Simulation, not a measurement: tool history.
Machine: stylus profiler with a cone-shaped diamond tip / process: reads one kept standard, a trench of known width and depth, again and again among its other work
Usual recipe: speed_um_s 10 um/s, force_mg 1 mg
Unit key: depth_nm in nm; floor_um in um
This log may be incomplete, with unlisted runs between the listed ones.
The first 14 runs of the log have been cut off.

run	day	speed_um_s	force_mg	scans with this tip	hours of work since the height scale was calibrated	depth_nm	floor_um
15	53.442	39	1	9166	1118	200.54	97.68
16	56.229	10	1.95	9536	1164	201.29	97.79
17	60.996	10	1.95	10171	1241	201.12	97.83
18	63.721	10	1.95	10534	1285	201.05	97.73
19	67.725	10	1.95	11067	1350	201.09	97.79
20	71.942	10	1.79	11629	1419	200.85	97.74
21	74.788	10	1.79	12008	1465	200.99	97.7
22	78.162	10	1.79	12457	1520	200.8	97.66
23	80.396	10	1	12754	1556	200.18	97.63
24	84.642	10	1.12	13320	1625	200.23	97.57
25	88.654	14	2.9	13854	1690	201.45	97.63
26	91.954	14	2.9	14293	1744	201.51	97.61
27	94.562	12	0.65	14641	1786	199.78	97.58
28	98.842	12	0.65	15211	1856	199.52	97.6
29	103.288	3	0.44	15803	1928	199.27	97.57
30	108.629	3	0.44	16514	2015	199.16	97.53
# day 109.079: height scale calibrated on a step standard
31	110.888	15	1	16811	29	201.28	97.46

Forecast run 32:
32	114.125	10	0.43	17243	82	?	?

{"run 32": {"depth_nm": 200.64, "floor_um": 97.45}}
If the tool had no hidden condition, the same run with the same run-to-run variation would have returned depth_nm 200.76 nm, floor_um 98.16 um.
